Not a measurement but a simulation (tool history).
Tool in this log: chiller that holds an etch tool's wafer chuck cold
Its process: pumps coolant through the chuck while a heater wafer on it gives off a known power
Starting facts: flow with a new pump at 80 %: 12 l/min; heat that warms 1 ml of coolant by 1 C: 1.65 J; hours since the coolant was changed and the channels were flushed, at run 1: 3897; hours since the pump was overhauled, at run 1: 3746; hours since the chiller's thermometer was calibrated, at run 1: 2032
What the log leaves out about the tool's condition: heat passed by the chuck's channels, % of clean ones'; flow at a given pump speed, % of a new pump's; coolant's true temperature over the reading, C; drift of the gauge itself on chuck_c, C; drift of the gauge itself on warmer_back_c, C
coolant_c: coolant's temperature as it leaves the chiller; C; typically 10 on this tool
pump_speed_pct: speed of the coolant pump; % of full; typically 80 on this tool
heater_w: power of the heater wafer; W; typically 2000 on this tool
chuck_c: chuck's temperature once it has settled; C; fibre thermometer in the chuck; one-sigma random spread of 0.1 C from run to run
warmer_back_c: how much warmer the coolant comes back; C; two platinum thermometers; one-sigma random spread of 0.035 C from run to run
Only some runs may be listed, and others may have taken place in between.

| run | hour | coolant_c | pump_speed_pct | heater_w | hours since the coolant was changed and the channels were flushed | hours since the pump was overhauled | hours since the chiller's thermometer was calibrated | chuck_c | warmer_back_c |
|---|---|---|---|---|---|---|---|---|---|
| 1 | 0 | 10 | 80 | 2000 | 3897 | 3746 | 2032 | 37.3 | 6.54 |
| 2 | 69.8 | 10 | 80 | 2874 | 3967 | 3816 | 2102 | 49.2 | 9.34 |
| 3 | 142.9 | 10 | 87 | 2000 | 4040 | 3889 | 2175 | 36.2 | 5.88 |
| 4 | 198.7 | 10 | 87 | 2000 | 4096 | 3945 | 2231 | 36 | 5.83 |
| 5 | 283 | 10 | 94 | 2000 | 4180 | 4029 | 2315 | 35 | 5.38 |
| 6 | 371.1 | 10 | 94 | 2000 | 4268 | 4118 | 2403 | 35.1 | 5.41 |
| 7 | 465.9 | 10 | 94 | 2000 | 4363 | 4212 | 2498 | 35 | 5.46 |
| 8 | 543.8 | 10 | 80 | 2351 | 4441 | 4290 | 2576 | 42.6 | 7.62 |
| 9 | 613.4 | 10 | 80 | 2351 | 4510 | 4360 | 2645 | 42.7 | 7.61 |
|  | 636.7 | chiller's thermometer calibrated |
| 10 | 709.4 | 10 | 80 | 2351 | 4605 | 4455 | 73 | 43.3 | 7.71 |
| 11 | 783.6 | 1 | 80 | 2000 | 4680 | 4529 | 147 | 29.4 | 6.46 |
| 12 | 868 | 17 | 80 | 2000 | 4764 | 4613 | 231 | 45.5 | 6.59 |
| 13 | 977.7 | 17 | 80 | 2000 | 4874 | 4723 | 341 | 45.4 | 6.56 |
| 14 | 1038.5 | 17 | 80 | 2000 | 4934 | 4784 | 402 | 45.7 | 6.55 |
| 15 | 1115.6 | 17 | 80 | 2000 | 5012 | 4861 | 479 | 45.6 | 6.53 |
| 16 | 1206.8 | 17 | 80 | 2000 | 5103 | 4952 | 570 | 45.7 | 6.6 |
| 17 | 1292.6 | 2 | 80 | 1380 | 5189 | 5038 | 656 | 22 | 4.56 |
| 18 | 1401.9 | 6 | 65 | 2000 | 5298 | 5147 | 765 | 38.5 | 8.41 |
| 19 | 1478.3 | 10 | 100 | 2000 | 5374 | 5224 | 842 | 35.6 | 5.17 |
| 20 | 1545.3 | 19 | 68 | 2000 | 5441 | 5291 | 909 | 50.8 | 8 |
| 21 | 1642 | 10 | 90 | 2000 | 5538 | 5387 | 1005 | 37.2 | 5.77 |
| 22 | 1727.2 | 0 | 80 | 1785 | 5623 | 5473 | 1091 | 26.1 | 5.96 |
| 23 | 1783 | 12 | 80 | 2345 | 5679 | 5528 | 1146 | 46.4 | 7.84 |
| 24 | 1875.3 | 15 | 64 | 1112 | 5771 | 5621 | 1239 | 33.3 | 4.78 |
| 25 | 1938.2 | 10 | 67 | 2000 | 5834 | 5684 | 1302 | 42.5 | 8.15 |
| 26 | 2002.9 | 12 | 91 | 1204 | 5899 | 5748 | 1366 | 28.3 | 3.53 |
| 27 | 2078.7 | 16 | 74 | 2000 | 5975 | 5824 | 1442 | 46.8 | 7.35 |
| 28 | 2136 | 16 | 74 | 2000 | 6032 | 5881 | 1499 | 46.6 | 7.35 |
| 29 | 2219.6 | 10 | 94 | 2042 | 6115 | 5965 | 1583 | 37.5 | 5.73 |
| 30 | 2319.2 | 10 | 94 | 2042 | 6215 | 6065 | 1683 | 37.7 | 5.72 |
|  | 2343.2 | coolant changed, channels flushed |
| 31 | 2421.6 | 7 | 62 | 1070 | 78 | 6161 | 1779 | 22.7 | 4.79 |
| 32 | 2497.1 | 7 | 62 | 1070 | 154 | 6237 | 1854 | 22.6 | 4.79 |

4 options for the next run, each taken on its own from the tool as it stands now. Forecast them:
| A | 2552.4 | 11 | 85 | 1166 | 209 | 6292 | 1910 | ? | ? |
| B | 2552.4 | 7 | 60 | 2555 | 209 | 6292 | 1910 | ? | ? |
| C | 2552.4 | 14 | 99 | 2512 | 209 | 6292 | 1910 | ? | ? |
| D | 2552.4 | 5 | 67 | 1070 | 209 | 6292 | 1910 | ? | ? |

| run | chuck_c | warmer_back_c |
|---|---|---|
| A | 25.2 | 3.69 |
| B | 45.8 | 12.02 |
| C | 42.4 | 6.67 |
| D | 20 | 4.4 |
Stripped of hidden state, with their random variation kept, the same runs would have yielded:
| run | chuck_c | warmer_back_c |
|---|---|---|
| A | 24.7 | 3.3 |
| B | 43.8 | 10.75 |
| C | 41.1 | 5.96 |
| D | 19.5 | 3.93 |
